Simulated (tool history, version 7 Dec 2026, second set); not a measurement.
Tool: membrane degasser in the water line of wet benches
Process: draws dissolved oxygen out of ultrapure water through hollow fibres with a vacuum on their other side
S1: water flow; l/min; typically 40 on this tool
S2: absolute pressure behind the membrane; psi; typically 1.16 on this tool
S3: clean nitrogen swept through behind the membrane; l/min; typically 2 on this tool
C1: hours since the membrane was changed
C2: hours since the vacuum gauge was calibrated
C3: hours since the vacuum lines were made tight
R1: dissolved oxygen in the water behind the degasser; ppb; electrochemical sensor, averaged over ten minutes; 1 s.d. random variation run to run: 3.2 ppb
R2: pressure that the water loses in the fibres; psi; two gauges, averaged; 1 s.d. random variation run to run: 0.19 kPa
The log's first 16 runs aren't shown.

run    hour  S1     S2    S3    C1    C2     C3     R1     R2
 17  1909.9  47  1.933     2  5312  2675  11325  658.5  6.486
 18  2000.8  34  0.806  1.26  5403  2766  11416  228.7  4.704
 19  2146.6  50  1.687  1.46  5549  2912  11562  745.5  6.939
 20  2273.7  50  1.687  1.46  5676  3039  11689    748  6.905
     2365.3  -- seals of the vacuum lines changed
 21  2430.1  45  1.687  1.52  5830  3193     65  663.5  6.257
 22  2558.9  45  1.687  1.52  5959  3322    194  656.4  6.255
 23  2684.5  45  1.687  1.52  6085  3447    319  665.3  6.266
 24  2849.3  45  1.687  1.52  6250  3612    484  660.8  6.261
 25  3011.3  46  0.824  2.79  6411  3774    646  277.5  6.414
 26  3146.3  39  1.666  3.78  6547  3909    781  320.8  5.459
     3264.2  -- vacuum gauge calibrated
 27  3272.3  40   1.16  1.88  6672     8    906  348.7  5.575
 28  3362.5  40   1.16  1.88  6762    98    997  345.6  5.588
 29  3532.6  54  1.284  1.06  6932   268   1167    751  7.512
 30  3707.1  40  1.703  2.56  7107   443   1341    425  5.584
 31  3804.9  49  0.841  3.64  7205   541   1439  283.3  6.895

5 ways to go on from here, each from the tool as it stands after run 31. What would each give?
  A  3968.2  43  2.582     2  7368  704  1602   ?   ?
  B  3968.2  49  0.866  3.64  7368  704  1602   ?   ?
  C  3968.2  40  0.811     2  7368  704  1602   ?   ?
  D  3968.2  26  2.007     2  7368  704  1602   ?   ?
  E  3968.2  57  1.096     2  7368  704  1602   ?   ?

run     R1     R2
  A  792.7  6.084
  B  299.5  6.843
  C  243.6  5.633
  D  358.8  3.678
  E  522.2  8.015
The same runs, with their run-to-run variation unchanged, on a tool lacking any hidden condition would have given:
run     R1     R2
  A  763.9  5.755
  B  259.7  6.472
  C  215.3   5.33
  D  346.7  3.479
  E    476   7.58
